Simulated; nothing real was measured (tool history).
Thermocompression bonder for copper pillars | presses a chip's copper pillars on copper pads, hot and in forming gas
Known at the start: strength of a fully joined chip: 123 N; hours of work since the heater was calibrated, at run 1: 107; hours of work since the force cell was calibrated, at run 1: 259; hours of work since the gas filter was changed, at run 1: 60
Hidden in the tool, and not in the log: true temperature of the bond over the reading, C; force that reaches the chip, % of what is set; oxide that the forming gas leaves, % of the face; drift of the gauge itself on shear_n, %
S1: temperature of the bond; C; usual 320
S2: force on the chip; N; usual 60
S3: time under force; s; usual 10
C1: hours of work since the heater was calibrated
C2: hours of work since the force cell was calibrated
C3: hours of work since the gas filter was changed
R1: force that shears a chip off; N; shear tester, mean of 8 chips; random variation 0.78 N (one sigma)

Run 1, hour 0: usual settings; C1 107; C2 259; C3 60. Result: R1 57.1 N.
Run 2, hour 9.7: usual settings; C1 113; C2 266; C3 66. Result: R1 57.8 N.
Run 3, hour 15.2: usual settings; C1 117; C2 269; C3 70. Result: R1 56.9 N.
Run 4, hour 20.3: usual settings; C1 120; C2 273; C3 73. Result: R1 56.6 N.
Run 5, hour 29.6: usual settings but S2 79 N; C1 126; C2 279; C3 79. Result: R1 73.6 N.
Run 6, hour 40.5: usual settings but S2 79 N; C1 134; C2 286; C3 86. Result: R1 74.4 N.
Run 7, hour 50.2: usual settings but S2 79 N; C1 140; C2 293; C3 93. Result: R1 72.5 N.
Run 8, hour 58.3: usual settings; C1 145; C2 298; C3 98. Result: R1 55.7 N.
Run 9, hour 65.4: usual settings; C1 150; C2 303; C3 103. Result: R1 55.9 N.
Run 10, hour 76.2: usual settings but S2 70 N; C1 157; C2 310; C3 110. Result: R1 65.5 N.
Run 11, hour 84.5: usual settings; C1 163; C2 315; C3 116. Result: R1 56.1 N.
Run 12, hour 94.1: usual settings; C1 169; C2 322; C3 122. Result: R1 54.9 N.
Run 13, hour 103.3: usual settings but S3 16 s; C1 175; C2 328; C3 128. Result: R1 64.8 N.
Run 14, hour 112.9: usual settings but S3 16 s; C1 182; C2 334; C3 135. Result: R1 65.9 N.
Run 15, hour 118.9: usual settings; C1 186; C2 338; C3 139. Result: R1 55.4 N.
Run 16, hour 128.5: usual settings but S2 48 N; C1 192; C2 345; C3 145. Result: R1 43.1 N.
Run 17, hour 133.8: usual settings but S2 48 N; C1 195; C2 348; C3 148. Result: R1 42.8 N.
Run 18, hour 141.9: usual settings but S2 48 N; C1 201; C2 353; C3 154. Result: R1 43.3 N.
Run 19, hour 149.5: usual settings but S1 318 C; C1 206; C2 358; C3 159. Result: R1 53.5 N.
Run 20, hour 157: usual settings but S1 318 C; C1 211; C2 364; C3 164. Result: R1 54.6 N.
Run 21, hour 164.6: usual settings but S1 318 C, S2 65 N, S3 5 s; C1 216; C2 369; C3 169. Result: R1 43.6 N.
Run 22, hour 174.9: usual settings but S1 314 C, S2 62 N, S3 29 s; C1 223; C2 375; C3 176. Result: R1 75.4 N.
Run 23, hour 185: usual settings but S1 325 C, S2 46 N, S3 16 s; C1 229; C2 382; C3 182. Result: R1 52.4 N.
Run 24, hour 194: usual settings but S1 325 C, S2 46 N, S3 16 s; C1 235; C2 388; C3 188. Result: R1 54 N.
Run 25, hour 200.8: usual settings but S1 325 C, S2 46 N, S3 16 s; C1 240; C2 393; C3 193. Result: R1 52.7 N.
Run 26, hour 206.8: usual settings but S2 77 N, S3 8 s; C1 244; C2 397; C3 197. Result: R1 63.5 N.
Run 27, hour 218: usual settings but S2 39 N, S3 13 s; C1 251; C2 404; C3 204. Result: R1 36.9 N.
Run 28, hour 228.1: usual settings but S1 319 C, S2 79 N; C1 258; C2 411; C3 211. Result: R1 67.8 N.
Run 29, hour 233.8: usual settings but S1 319 C, S2 79 N; C1 262; C2 414; C3 215. Result: R1 68.5 N.
Run 30, hour 243: usual settings but S1 329 C, S2 79 N; C1 268; C2 421; C3 221. Result: R1 75.6 N.
Run 31, hour 250.8: usual settings but S1 329 C, S2 79 N; C1 273; C2 426; C3 226. Result: R1 75.2 N.
Run 32, hour 259.6: usual settings but S1 333 C, S2 62 N; C1 279; C2 432; C3 232. Result: R1 64.1 N.
Run 33, hour 265.6: usual settings but S1 333 C, S2 62 N; C1 283; C2 436; C3 236. Result: R1 63.6 N.
Run 34, hour 275.6: usual settings but S2 66 N, S3 28 s; C1 290; C2 442; C3 243. Result: R1 79 N.
Run 35, hour 286: usual settings but S2 66 N, S3 28 s; C1 297; C2 449; C3 249. Result: R1 79.7 N.
Run 36, hour 294.3: usual settings but S1 333 C, S2 64 N, S3 15 s; C1 302; C2 455; C3 255. Result: R1 74.5 N.
Run 37, hour 302.6: usual settings but S1 318 C, S2 62 N, S3 8 s; C1 308; C2 460; C3 261. Result: R1 49.2 N.
Run 38, hour 312.2: usual settings but S1 345 C, S2 68 N, S3 18 s; C1 314; C2 467; C3 267. Result: R1 89.3 N.
Run 39, hour 318.6: usual settings but S3 8 s; C1 318; C2 471; C3 271. Result: R1 47.8 N.
Run 40, hour 328.7: usual settings but S3 8 s; C1 325; C2 477; C3 278. Result: R1 48.8 N.

Hidden state or all else? Some run-to-run changes of R1, split into what the settings, what came in and random variation would give without the hidden state, and what is left for the hidden state (with any gauge scatter that isn't in both results):
Run 21 -> 22: S1 318 -> 314, S2 65 -> 62, S3 5 -> 29. R1 +31.8 N: hidden state -2.1, all else +33.9.
Run 27 -> 28: S1 320 -> 319, S2 39 -> 79, S3 13 -> 10. R1 +30.9 N: hidden state -2.6, all else +33.5.
Run 37 -> 38: S1 318 -> 345, S2 62 -> 68, S3 8 -> 18. R1 +40.1 N: hidden state -2.1, all else +42.2.
Run 38 -> 39: S1 345 -> 320, S2 68 -> 60, S3 18 -> 8. R1 -41.5 N: hidden state +2, all else -43.5.
